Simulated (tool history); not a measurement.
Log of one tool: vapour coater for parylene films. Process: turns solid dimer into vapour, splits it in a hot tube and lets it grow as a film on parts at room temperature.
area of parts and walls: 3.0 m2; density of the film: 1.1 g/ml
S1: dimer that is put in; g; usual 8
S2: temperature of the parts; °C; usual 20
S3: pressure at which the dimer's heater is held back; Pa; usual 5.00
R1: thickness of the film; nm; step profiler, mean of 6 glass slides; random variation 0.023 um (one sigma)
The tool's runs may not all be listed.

Run 1, day 0.000: usual settings. Result: R1 1190 nm.
Run 2, day 1.304: usual settings. Result: R1 1180 nm.
Run 3, day 2.312: usual settings but S3 8.92 Pa. Result: R1 1080 nm.
Run 4, day 3.717: usual settings but S3 8.92 Pa. Result: R1 1100 nm.
Run 5, day 5.771: usual settings. Result: R1 1110 nm.
Run 6, day 6.712: usual settings. Result: R1 1150 nm.
Run 7, day 8.617: usual settings. Result: R1 1110 nm.
At day 9.158: trap's valve overhauled.
Run 8, day 9.829: usual settings but S3 11.84 Pa. Result: R1 1180 nm.
Run 9, day 11.908: usual settings but S3 11.84 Pa. Result: R1 1170 nm.
Run 10, day 13.625: usual settings but S3 11.84 Pa. Result: R1 1170 nm.
Run 11, day 14.638: usual settings but S3 11.84 Pa. Result: R1 1180 nm.
At day 14.767: table's thermometer calibrated.
Run 12, day 16.050: usual settings but S3 11.84 Pa. Result: R1 1130 nm.
Run 13, day 17.450: usual settings but S2 27 °C, S3 11.84 Pa. Result: R1 1020 nm.
At day 18.867: table's thermometer calibrated, once more.
Run 14, day 19.283: usual settings but S2 27 °C, S3 11.84 Pa. Result: R1 1020 nm.
Run 15, day 20.442: usual settings. Result: R1 1290 nm.
Run 16, day 21.317: usual settings. Result: R1 1240 nm.
Run 17, day 22.396: usual settings. Result: R1 1280 nm.
Run 18, day 24.079: usual settings. Result: R1 1210 nm.
Run 19, day 25.288: usual settings but S3 10.80 Pa. Result: R1 1110 nm.
Run 20, day 26.300: usual settings. Result: R1 1240 nm.
Run 21, day 27.875: usual settings but S1 3 g, S2 17 °C. Result: R1 500 nm.
Run 22, day 29.604: usual settings but S1 3 g, S2 17 °C. Result: R1 520 nm.
Run 23, day 31.217: usual settings but S1 5 g, S2 17 °C, S3 7.00 Pa. Result: R1 780 nm.
Run 24, day 32.875: usual settings but S1 4 g, S2 16 °C, S3 2.06 Pa. Result: R1 750 nm.
Run 25, day 33.796: usual settings but S1 7 g, S2 15 °C, S3 2.28 Pa. Result: R1 1270 nm.
Run 26, day 35.254: usual settings but S1 7 g, S2 15 °C, S3 2.28 Pa. Result: R1 1270 nm.
Run 27, day 36.796: usual settings but S1 7 g, S2 15 °C, S3 2.28 Pa. Result: R1 1250 nm.
Run 28, day 38.288: usual settings but S2 21 °C, S3 9.15 Pa. Result: R1 1100 nm.
Run 29, day 39.683: usual settings but S1 6 g, S2 21 °C, S3 4.86 Pa. Result: R1 890 nm.
Run 30, day 41.408: usual settings but S1 7 g, S2 21 °C, S3 7.68 Pa. Result: R1 960 nm.
Run 31, day 42.362: usual settings but S1 12 g, S3 7.68 Pa. Result: R1 1700 nm.
Run 32, day 44.204: usual settings but S1 12 g, S3 7.68 Pa. Result: R1 1690 nm.
Run 33, day 45.754: usual settings but S1 12 g, S3 3.06 Pa. Result: R1 1830 nm.
Run 34, day 47.479: usual settings but S1 12 g, S3 3.06 Pa. Result: R1 1760 nm.
At day 48.508: trap's valve overhauled.
Run 35, day 49.075: usual settings but S2 15 °C, S3 2.66 Pa. Result: R1 1590 nm.
Run 36, day 51.192: usual settings but S1 4 g, S2 15 °C, S3 9.48 Pa. Result: R1 680 nm.
Run 37, day 52.121: usual settings but S1 13 g, S2 22 °C, S3 3.46 Pa. Result: R1 2080 nm.
Run 38, day 53.221: usual settings but S1 5 g, S2 19 °C. Result: R1 800 nm.
Run 39, day 54.212: usual settings but S1 7 g, S2 14 °C, S3 3.92 Pa. Result: R1 1300 nm.

Measured less the same run without the tool's hidden state. The same run-to-run variation is in both; the gauge's scatter may not be:
The hidden state here: vapour lost through the trap's worn valve, %; true temperature of the parts over the reading, C; drift of the gauge itself on film_um, %.
run    R1
  1  -140
  2  -150
  3  -140
  4  -150
  5  -150
  6  -160
  7  -170
  8   -10
  9   -20
 10   -20
 11   -30
 12   -40
 13   -30
 14   -40
 15   -50
 16   -50
 17   -60
 18   -70
 19   -70
 20   -80
 21   -30
 22   -30
 23   -60
 24   -60
 25  -120
 26  -120
 27  -130
 28  -120
 29  -100
 30  -120
 31  -210
 32  -210
 33  -250
 34  -260
 35   -10
 36   -10
 37   -30
 38   -20
 39   -30
